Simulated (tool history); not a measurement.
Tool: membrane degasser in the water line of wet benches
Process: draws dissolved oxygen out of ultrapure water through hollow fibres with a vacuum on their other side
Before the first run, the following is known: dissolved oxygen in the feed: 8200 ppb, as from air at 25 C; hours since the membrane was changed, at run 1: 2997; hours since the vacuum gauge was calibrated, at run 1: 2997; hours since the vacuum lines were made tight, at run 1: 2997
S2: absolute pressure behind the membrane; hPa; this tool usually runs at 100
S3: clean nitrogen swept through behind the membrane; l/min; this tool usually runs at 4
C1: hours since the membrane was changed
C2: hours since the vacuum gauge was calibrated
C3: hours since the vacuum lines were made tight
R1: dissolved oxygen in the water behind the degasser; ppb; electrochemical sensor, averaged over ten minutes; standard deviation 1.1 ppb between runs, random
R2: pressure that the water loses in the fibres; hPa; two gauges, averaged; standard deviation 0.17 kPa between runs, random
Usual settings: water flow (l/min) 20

Run 1, hour 0: usual settings; C1 2997; C2 2997; C3 2997. Result: R1 108.9 ppb, R2 304.2 hPa.
Run 2, hour 200.2: usual settings; C1 3197; C2 3197; C3 3197. Result: R1 109.2 ppb, R2 302.1 hPa.
Run 3, hour 371.3: usual settings; C1 3368; C2 3368; C3 3368. Result: R1 109.5 ppb, R2 307.3 hPa.
Run 4, hour 663.8: usual settings but S2 242 hPa; C1 3660; C2 3660; C3 3660. Result: R1 281.1 ppb, R2 308.4 hPa.
At hour 882.2: vacuum gauge calibrated.
At hour 910.9: seals of the vacuum lines changed.
Run 5, hour 969.4: usual settings but S3 5 l/min; C1 3964; C2 85; C3 58. Result: R1 89.3 ppb, R2 308.2 hPa.
Run 6, hour 1245.8: usual settings but S3 7.43 l/min; C1 4240; C2 362; C3 335. Result: R1 70.6 ppb, R2 306 hPa.
Run 7, hour 1420.2: usual settings but S3 7.43 l/min; C1 4414; C2 536; C3 509. Result: R1 71.4 ppb, R2 312.6 hPa.
Run 8, hour 1698.9: usual settings but S3 7.43 l/min; C1 4693; C2 815; C3 788. Result: R1 73.3 ppb, R2 308.3 hPa.
Run 9, hour 1928.4: usual settings but S3 7.43 l/min; C1 4923; C2 1044; C3 1018. Result: R1 72.8 ppb, R2 312.9 hPa.
Run 10, hour 2114.8: usual settings but S2 150 hPa; C1 5109; C2 1231; C3 1204. Result: R1 167.7 ppb, R2 318.4 hPa.
Run 11, hour 2278.5: usual settings; C1 5273; C2 1394; C3 1368. Result: R1 108.4 ppb, R2 315.1 hPa.
Run 12, hour 2472.5: usual settings; C1 5467; C2 1588; C3 1562. Result: R1 109.7 ppb, R2 315.2 hPa.
Run 13, hour 2642.8: usual settings but S2 80 hPa; C1 5637; C2 1759; C3 1732. Result: R1 88.1 ppb, R2 312.1 hPa.
Run 14, hour 2916.8: usual settings but S2 80 hPa; C1 5911; C2 2033; C3 2006. Result: R1 86.9 ppb, R2 316.6 hPa.
Run 15, hour 3180.9: usual settings but S2 63 hPa; C1 6175; C2 2297; C3 2270. Result: R1 68.3 ppb, R2 322.6 hPa.
Run 16, hour 3502.2: usual settings but S2 63 hPa; C1 6496; C2 2618; C3 2591. Result: R1 70.1 ppb, R2 317.9 hPa.
Run 17, hour 3649.1: usual settings but water flow (l/min) 19, S2 63 hPa; C1 6643; C2 2765; C3 2738. Result: R1 64.3 ppb, R2 303.1 hPa.
Run 18, hour 3921.5: usual settings but water flow (l/min) 15, S2 63 hPa, S3 7.98 l/min; C1 6916; C2 3037; C3 3011. Result: R1 31.7 ppb, R2 239.9 hPa.
Run 19, hour 4101.6: usual settings but water flow (l/min) 19, S2 91 hPa, S3 2.46 l/min; C1 7096; C2 3217; C3 3191. Result: R1 136.6 ppb, R2 305.6 hPa.
Run 20, hour 4331.9: usual settings but water flow (l/min) 19, S2 135 hPa, S3 2.47 l/min; C1 7326; C2 3448; C3 3421. Result: R1 221.5 ppb, R2 305.9 hPa.
Run 21, hour 4499.7: usual settings but water flow (l/min) 16, S3 6.7 l/min; C1 7494; C2 3615; C3 3589. Result: R1 62.8 ppb, R2 258.3 hPa.
Run 22, hour 4731.7: usual settings but water flow (l/min) 15; C1 7726; C2 3847; C3 3821. Result: R1 84.7 ppb, R2 243.4 hPa.
At hour 4759.9: vacuum gauge calibrated.
At hour 4833.4: seals of the vacuum lines changed.
Run 23, hour 5080.1: usual settings but water flow (l/min) 15; C1 8072; C2 318; C3 247. Result: R1 81.7 ppb, R2 241.9 hPa.
Run 24, hour 5420.5: usual settings but S2 98 hPa, S3 1.98 l/min; C1 8412; C2 659; C3 587. Result: R1 188.7 ppb, R2 328.9 hPa.
At hour 5473.3: membrane cartridge changed.
Run 25, hour 5673.3: usual settings but water flow (l/min) 16, S2 137 hPa, S3 10 l/min; C1 200; C2 907; C3 836. Result: R1 54.2 ppb, R2 233.3 hPa.
Run 26, hour 5851.4: usual settings but water flow (l/min) 16, S2 137 hPa, S3 10 l/min; C1 378; C2 1085; C3 1014. Result: R1 53.4 ppb, R2 238.4 hPa.
Run 27, hour 6013.6: usual settings but water flow (l/min) 14, S2 137 hPa, S3 10 l/min; C1 540; C2 1248; C3 1176. Result: R1 44.9 ppb, R2 207 hPa.
Run 28, hour 6274.4: usual settings but S2 76 hPa, S3 7.49 l/min; C1 801; C2 1508; C3 1437. Result: R1 50.2 ppb, R2 292.9 hPa.
Run 29, hour 6508: usual settings but water flow (l/min) 24, S2 119 hPa; C1 1035; C2 1742; C3 1671. Result: R1 154.9 ppb, R2 355.8 hPa.
Run 30, hour 6688: usual settings but water flow (l/min) 12, S2 141 hPa, S3 2.52 l/min; C1 1215; C2 1922; C3 1851. Result: R1 134.1 ppb, R2 179.6 hPa.
Run 31, hour 6869.3: usual settings but water flow (l/min) 17, S2 74 hPa; C1 1396; C2 2103; C3 2032. Result: R1 59.2 ppb, R2 254.5 hPa.
Run 32, hour 7186.9: usual settings but water flow (l/min) 17, S2 219 hPa, S3 1.93 l/min; C1 1714; C2 2421; C3 2349. Result: R1 393.2 ppb, R2 254.5 hPa.

Predict each of these 4 candidate next runs independently; none follows another, all start after run 32:
Run A, hour 7444.1: usual settings but water flow (l/min) 17; C1 1971; C2 2678; C3 2607. Result: R1 ?, R2 ?.
Run B, hour 7444.1: usual settings but water flow (l/min) 14, S2 64 hPa, S3 2.51 l/min; C1 1971; C2 2678; C3 2607. Result: R1 ?, R2 ?.
Run C, hour 7444.1: usual settings but water flow (l/min) 13, S3 2.01 l/min; C1 1971; C2 2678; C3 2607. Result: R1 ?, R2 ?.
Run D, hour 7444.1: usual settings but water flow (l/min) 24, S3 1.76 l/min; C1 1971; C2 2678; C3 2607. Result: R1 ?, R2 ?.

run     R1     R2
  A   87.2  255.9
  B   54.5  208.7
  C  117.2  192.6
  D  246.9  362.1
What these runs would have given with no unlogged condition in the tool:
run     R1     R2
  A   82.5  249.8
  B   50.8  203.6
  C  111.5  187.9
  D    238  353.4
